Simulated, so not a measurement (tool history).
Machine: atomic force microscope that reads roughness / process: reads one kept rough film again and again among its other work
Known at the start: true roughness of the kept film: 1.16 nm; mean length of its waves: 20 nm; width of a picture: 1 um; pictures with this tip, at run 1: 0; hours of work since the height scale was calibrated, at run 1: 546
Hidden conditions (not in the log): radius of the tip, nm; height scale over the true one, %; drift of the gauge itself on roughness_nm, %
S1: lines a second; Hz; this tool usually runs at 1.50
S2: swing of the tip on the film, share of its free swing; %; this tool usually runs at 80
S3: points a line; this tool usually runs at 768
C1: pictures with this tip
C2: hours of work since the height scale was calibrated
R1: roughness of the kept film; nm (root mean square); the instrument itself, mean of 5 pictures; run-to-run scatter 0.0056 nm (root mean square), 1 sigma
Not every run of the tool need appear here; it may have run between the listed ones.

{"run": 1, "hour": 0.0, "S1": 1.5, "S2": 80, "S3": 768, "C1": 0, "C2": 546, "R1": 0.958}
{"run": 2, "hour": 15.9, "S1": 1.5, "S2": 80, "S3": 768, "C1": 16, "C2": 554, "R1": 0.869}
{"run": 3, "hour": 27.7, "S1": 1.5, "S2": 80, "S3": 258, "C1": 27, "C2": 560, "R1": 0.797}
{"run": 4, "hour": 52.9, "S1": 1.5, "S2": 80, "S3": 257, "C1": 51, "C2": 573, "R1": 0.704}
{"hour": 67.5, "done": "new tip fitted"}
{"run": 5, "hour": 77.4, "S1": 1.5, "S2": 80, "S3": 257, "C1": 9, "C2": 585, "R1": 0.869}
{"run": 6, "hour": 92.9, "S1": 1.5, "S2": 80, "S3": 768, "C1": 24, "C2": 593, "R1": 0.819}
{"run": 7, "hour": 108.0, "S1": 1.5, "S2": 80, "S3": 768, "C1": 39, "C2": 601, "R1": 0.774}
{"run": 8, "hour": 129.3, "S1": 1.5, "S2": 80, "S3": 768, "C1": 59, "C2": 612, "R1": 0.692}
{"hour": 134.2, "done": "new tip fitted"}
{"run": 9, "hour": 151.1, "S1": 1.5, "S2": 80, "S3": 768, "C1": 16, "C2": 623, "R1": 0.885}
{"run": 10, "hour": 170.0, "S1": 1.5, "S2": 80, "S3": 768, "C1": 34, "C2": 633, "R1": 0.8}
{"run": 11, "hour": 191.5, "S1": 1.5, "S2": 80, "S3": 768, "C1": 55, "C2": 644, "R1": 0.728}
{"hour": 202.5, "done": "new tip fitted"}
{"run": 12, "hour": 216.5, "S1": 0.92, "S2": 80, "S3": 478, "C1": 13, "C2": 656, "R1": 0.909}
{"run": 13, "hour": 234.7, "S1": 0.92, "S2": 80, "S3": 497, "C1": 31, "C2": 666, "R1": 0.828}
{"run": 14, "hour": 257.8, "S1": 1.5, "S2": 80, "S3": 362, "C1": 53, "C2": 677, "R1": 0.726}
{"hour": 269.2, "done": "new tip fitted"}
{"run": 15, "hour": 277.0, "S1": 0.64, "S2": 80, "S3": 991, "C1": 7, "C2": 687, "R1": 0.97}
{"run": 16, "hour": 301.9, "S1": 0.99, "S2": 81, "S3": 768, "C1": 31, "C2": 700, "R1": 0.824}
{"run": 17, "hour": 324.9, "S1": 0.93, "S2": 75, "S3": 442, "C1": 53, "C2": 711, "R1": 0.752}
{"hour": 338.0, "done": "new tip fitted"}
{"run": 18, "hour": 340.9, "S1": 1.5, "S2": 59, "S3": 302, "C1": 3, "C2": 719, "R1": 0.969}
{"run": 19, "hour": 360.9, "S1": 1.5, "S2": 82, "S3": 279, "C1": 22, "C2": 730, "R1": 0.812}
{"run": 20, "hour": 379.1, "S1": 1.5, "S2": 82, "S3": 279, "C1": 40, "C2": 739, "R1": 0.748}

Forecast each of these 4 alternatives for the next run:
{"run": "A", "hour": 390.9, "S1": 1.5, "S2": 69, "S3": 605, "C1": 51, "C2": 745, "R1": "?"}
{"run": "B", "hour": 390.9, "S1": 0.56, "S2": 62, "S3": 768, "C1": 51, "C2": 745, "R1": "?"}
{"run": "C", "hour": 390.9, "S1": 1.5, "S2": 62, "S3": 768, "C1": 51, "C2": 745, "R1": "?"}
{"run": "D", "hour": 390.9, "S1": 1.1, "S2": 82, "S3": 279, "C1": 51, "C2": 745, "R1": "?"}

run=A R1=0.755
run=B R1=0.766
run=C R1=0.774
run=D R1=0.726
Stripped of hidden state, with their random variation kept, the same runs would have yielded:
run=A R1=0.996
run=B R1=1.013
run=C R1=1.020
run=D R1=0.959
